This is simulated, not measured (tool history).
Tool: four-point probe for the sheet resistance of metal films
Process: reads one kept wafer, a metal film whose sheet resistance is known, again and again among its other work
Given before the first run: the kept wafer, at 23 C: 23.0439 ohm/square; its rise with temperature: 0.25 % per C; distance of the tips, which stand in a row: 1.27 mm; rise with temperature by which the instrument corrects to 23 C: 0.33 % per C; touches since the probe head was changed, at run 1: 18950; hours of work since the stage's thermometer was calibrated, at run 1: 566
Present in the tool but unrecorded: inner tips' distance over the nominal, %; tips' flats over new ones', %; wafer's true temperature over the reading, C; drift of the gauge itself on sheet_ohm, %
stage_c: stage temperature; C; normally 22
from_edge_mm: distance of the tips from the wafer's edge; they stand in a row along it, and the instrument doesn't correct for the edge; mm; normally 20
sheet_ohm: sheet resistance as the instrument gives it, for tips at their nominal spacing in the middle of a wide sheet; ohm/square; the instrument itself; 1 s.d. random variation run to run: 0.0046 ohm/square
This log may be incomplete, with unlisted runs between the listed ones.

run     day  stage_c  from_edge_mm  touches since the probe head was changed  hours of work since the stage's thermometer was calibrated  sheet_ohm
  1   0.000       22            20                                     18950                                                         566  23.188639
  2   1.308       22            20                                     19823                                                         578  23.198337
  3   2.712       18            20                                     20760                                                         592  23.258821
  4   4.304       18            20                                     21822                                                         607  23.264778
  5   5.596       18            20                                     22684                                                         620  23.258950
  6   7.604       18            43                                     24023                                                         639  23.215637
  7   9.700       18            43                                     25422                                                         659  23.212258
  8  12.004       18            43                                     26957                                                         681  23.215539
     12.158  -- stage's thermometer calibrated
  9  13.879       33            15                                     28194                                                          17  23.013444
 10  16.162       33            15                                     29719                                                          39  23.021349
 11  18.575       19            33                                     31328                                                          62  23.187234
 12  21.321       19            33                                     33160                                                          88  23.186089
     21.842  -- stage's thermometer calibrated, once more
 13  22.633       19            33                                     34020                                                           8  23.202473
 14  24.421       19            41                                     35214                                                          25  23.204475

Predict each of these 3 candidate next runs independently; none follows another, all start after run 14:
  A  26.008       24            20                                     36273                                                          40          ?
  B  26.008       23            22                                     36273                                                          40          ?
  C  26.008       19            26                                     36273                                                          40          ?

run  sheet_ohm
  A  23.147956
  B  23.157021
  C  23.212277
Take away the tool's hidden state, keep each run's random variation, and the runs would have read:
run  sheet_ohm
  A  23.079455
  B  23.088490
  C  23.143575

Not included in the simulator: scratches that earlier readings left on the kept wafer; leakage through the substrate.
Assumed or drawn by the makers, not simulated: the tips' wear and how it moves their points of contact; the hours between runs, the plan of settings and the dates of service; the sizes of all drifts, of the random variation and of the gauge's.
